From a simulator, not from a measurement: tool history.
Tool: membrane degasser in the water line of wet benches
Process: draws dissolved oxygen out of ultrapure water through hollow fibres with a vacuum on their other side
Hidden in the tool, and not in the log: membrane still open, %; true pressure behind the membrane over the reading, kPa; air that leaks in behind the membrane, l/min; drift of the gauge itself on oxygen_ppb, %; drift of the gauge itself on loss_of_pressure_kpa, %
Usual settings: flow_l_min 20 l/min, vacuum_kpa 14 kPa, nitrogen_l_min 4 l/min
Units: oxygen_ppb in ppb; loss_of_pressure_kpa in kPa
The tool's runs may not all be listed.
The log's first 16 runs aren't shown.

run    hour  flow_l_min  vacuum_kpa  nitrogen_l_min  hours since the membrane was changed  hours since the vacuum gauge was calibrated  hours since the vacuum lines were made tight  oxygen_ppb  loss_of_pressure_kpa
 17  2854.7          16          14               4                                  7830                                         1434                                          4967       133.3                 23.15
 18  3022.4          16          14               4                                  7998                                         1602                                          5134       133.7                 23.51
 19  3200.3          17        13.8            7.15                                  8176                                         1780                                          5312        98.2                 24.47
 20  3373.7          20        19.2               4                                  8349                                         1953                                          5486         255                 29.05
 21  3554.1          12          14               4                                  8529                                         2134                                          5666        88.2                  17.4
 22  3796.1          12          14               4                                  8771                                         2376                                          5908        85.8                 17.31
 23  3938.2          14        12.2            5.92                                  8914                                         2518                                          6050        68.9                 20.36
 24  4041.6          24        10.1           11.36                                  9017                                         2621                                          6154       165.5                 34.56
     4152.9  -- seals of the vacuum lines changed
 25  4269.6          13        15.9           11.36                                  9243                                         2847                                           117        46.1                 19.07
 26  4404.1          13        15.9           11.36                                  9377                                         2982                                           251        46.6                 18.93
     4531.1  -- vacuum gauge calibrated
     4575.5  -- membrane cartridge changed
     4653.5  -- gauge calibrated
 27  4658.1          23        15.8             6.9                                    83                                          123                                           501       212.4                 34.26
 28  4867.7          17        15.8            7.86                                   292                                          333                                           710         102                 24.81
 29  5067.7          16          22            5.53                                   492                                          533                                           910       161.3                 23.67
 30    5238          16          22            5.53                                   663                                          703                                          1081       161.4                 23.63
 31  5395.9          20        20.4            5.25                                   820                                          861                                          1238       228.7                 29.31

Forecast each of these 3 alternatives for the next run:
  A  5641.1          22          14               4                                  1066                                         1106                                          1484           ?                     ?
  B  5641.1          20        20.4           11.94                                  1066                                         1106                                          1484           ?                     ?
  C  5641.1          30        30.1            5.25                                  1066                                         1106                                          1484           ?                     ?

run  oxygen_ppb  loss_of_pressure_kpa
  A       240.1                  32.5
  B       138.7                 29.64
  C       598.7                  44.1
Without the tool's hidden state the same runs would have given:
run  oxygen_ppb  loss_of_pressure_kpa
  A         240                  32.7
  B       138.6                 29.82
  C       598.5                 44.37
